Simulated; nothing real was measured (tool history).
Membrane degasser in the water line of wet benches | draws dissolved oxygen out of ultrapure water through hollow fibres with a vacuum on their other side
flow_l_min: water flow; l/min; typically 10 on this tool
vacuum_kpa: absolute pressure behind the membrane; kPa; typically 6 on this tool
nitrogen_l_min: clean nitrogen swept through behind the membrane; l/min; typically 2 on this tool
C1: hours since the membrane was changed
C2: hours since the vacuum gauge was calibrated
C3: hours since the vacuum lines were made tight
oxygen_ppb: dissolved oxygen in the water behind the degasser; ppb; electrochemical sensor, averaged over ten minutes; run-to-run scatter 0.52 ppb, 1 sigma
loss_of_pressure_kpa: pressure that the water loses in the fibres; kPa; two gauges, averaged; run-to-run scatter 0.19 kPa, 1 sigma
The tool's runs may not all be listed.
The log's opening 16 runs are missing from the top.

{"run": 17, "hour": 867.9, "flow_l_min": 9, "vacuum_kpa": 14.82, "nitrogen_l_min": 3.49, "C1": 1736, "C2": 6577, "C3": 3562, "oxygen_ppb": 84.4, "loss_of_pressure_kpa": 33.75}
{"run": 18, "hour": 931.5, "flow_l_min": 9, "vacuum_kpa": 14.82, "nitrogen_l_min": 3.49, "C1": 1800, "C2": 6641, "C3": 3625, "oxygen_ppb": 83.8, "loss_of_pressure_kpa": 33.62}
{"run": 19, "hour": 977.6, "flow_l_min": 9, "vacuum_kpa": 14.82, "nitrogen_l_min": 3.49, "C1": 1846, "C2": 6687, "C3": 3671, "oxygen_ppb": 83.8, "loss_of_pressure_kpa": 33.8}
{"run": 20, "hour": 1048.1, "flow_l_min": 10, "vacuum_kpa": 6, "nitrogen_l_min": 1.05, "C1": 1917, "C2": 6757, "C3": 3742, "oxygen_ppb": 78.6, "loss_of_pressure_kpa": 37.31}
{"run": 21, "hour": 1097.0, "flow_l_min": 11, "vacuum_kpa": 6.26, "nitrogen_l_min": 1.83, "C1": 1966, "C2": 6806, "C3": 3791, "oxygen_ppb": 63.3, "loss_of_pressure_kpa": 41.03}
{"run": 22, "hour": 1156.5, "flow_l_min": 7, "vacuum_kpa": 6.26, "nitrogen_l_min": 3.46, "C1": 2025, "C2": 6866, "C3": 3850, "oxygen_ppb": 18.8, "loss_of_pressure_kpa": 26.46}
{"run": 23, "hour": 1222.2, "flow_l_min": 7, "vacuum_kpa": 8.69, "nitrogen_l_min": 5.25, "C1": 2091, "C2": 6931, "C3": 3916, "oxygen_ppb": 21.6, "loss_of_pressure_kpa": 26.09}
{"run": 24, "hour": 1260.5, "flow_l_min": 7, "vacuum_kpa": 8.69, "nitrogen_l_min": 5.25, "C1": 2129, "C2": 6970, "C3": 3954, "oxygen_ppb": 21.6, "loss_of_pressure_kpa": 26.19}
{"run": 25, "hour": 1306.8, "flow_l_min": 10, "vacuum_kpa": 4.6, "nitrogen_l_min": 2, "C1": 2175, "C2": 7016, "C3": 4001, "oxygen_ppb": 28.7, "loss_of_pressure_kpa": 37.63}
{"run": 26, "hour": 1344.2, "flow_l_min": 10, "vacuum_kpa": 4.6, "nitrogen_l_min": 2, "C1": 2213, "C2": 7053, "C3": 4038, "oxygen_ppb": 28.1, "loss_of_pressure_kpa": 37.27}
{"run": 27, "hour": 1378.8, "flow_l_min": 12, "vacuum_kpa": 11.45, "nitrogen_l_min": 2.16, "C1": 2247, "C2": 7088, "C3": 4072, "oxygen_ppb": 139.5, "loss_of_pressure_kpa": 45.22}
{"run": 28, "hour": 1424.1, "flow_l_min": 15, "vacuum_kpa": 4.66, "nitrogen_l_min": 2, "C1": 2293, "C2": 7133, "C3": 4118, "oxygen_ppb": 82, "loss_of_pressure_kpa": 56.11}
{"hour": 1445.0, "done": "vacuum gauge calibrated"}
{"run": 29, "hour": 1472.1, "flow_l_min": 15, "vacuum_kpa": 4.66, "nitrogen_l_min": 2, "C1": 2340, "C2": 27, "C3": 4165, "oxygen_ppb": 81.9, "loss_of_pressure_kpa": 56.34}
{"run": 30, "hour": 1521.5, "flow_l_min": 15, "vacuum_kpa": 4.66, "nitrogen_l_min": 2, "C1": 2390, "C2": 76, "C3": 4215, "oxygen_ppb": 80.6, "loss_of_pressure_kpa": 56}
{"run": 31, "hour": 1586.7, "flow_l_min": 15, "vacuum_kpa": 8.14, "nitrogen_l_min": 2, "C1": 2455, "C2": 142, "C3": 4280, "oxygen_ppb": 145.1, "loss_of_pressure_kpa": 56.29}
{"run": 32, "hour": 1637.4, "flow_l_min": 10, "vacuum_kpa": 8.14, "nitrogen_l_min": 1.31, "C1": 2505, "C2": 192, "C3": 4331, "oxygen_ppb": 102.6, "loss_of_pressure_kpa": 37.79}

Each row is a separate what-if for the run after 32, all from the same tool condition, not one after another. Results?
{"run": "A", "hour": 1702.2, "flow_l_min": 10, "vacuum_kpa": 6, "nitrogen_l_min": 2, "C1": 2570, "C2": 257, "C3": 4395, "oxygen_ppb": "?", "loss_of_pressure_kpa": "?"}
{"run": "B", "hour": 1702.2, "flow_l_min": 12, "vacuum_kpa": 4.33, "nitrogen_l_min": 2.77, "C1": 2570, "C2": 257, "C3": 4395, "oxygen_ppb": "?", "loss_of_pressure_kpa": "?"}
{"run": "C", "hour": 1702.2, "flow_l_min": 13, "vacuum_kpa": 14.33, "nitrogen_l_min": 2.53, "C1": 2570, "C2": 257, "C3": 4395, "oxygen_ppb": "?", "loss_of_pressure_kpa": "?"}
{"run": "D", "hour": 1702.2, "flow_l_min": 8, "vacuum_kpa": 9.55, "nitrogen_l_min": 2, "C1": 2570, "C2": 257, "C3": 4395, "oxygen_ppb": "?", "loss_of_pressure_kpa": "?"}

run=A oxygen_ppb=44.7 loss_of_pressure_kpa=37.73
run=B oxygen_ppb=34.5 loss_of_pressure_kpa=45.15
run=C oxygen_ppb=175.5 loss_of_pressure_kpa=49.18
run=D oxygen_ppb=68.4 loss_of_pressure_kpa=29.98
The same runs, with their run-to-run variation unchanged, on a tool lacking any hidden condition would have given:
run=A oxygen_ppb=42.2 loss_of_pressure_kpa=37.24
run=B oxygen_ppb=32.3 loss_of_pressure_kpa=44.56
run=C oxygen_ppb=168.2 loss_of_pressure_kpa=48.55
run=D oxygen_ppb=64.4 loss_of_pressure_kpa=29.59
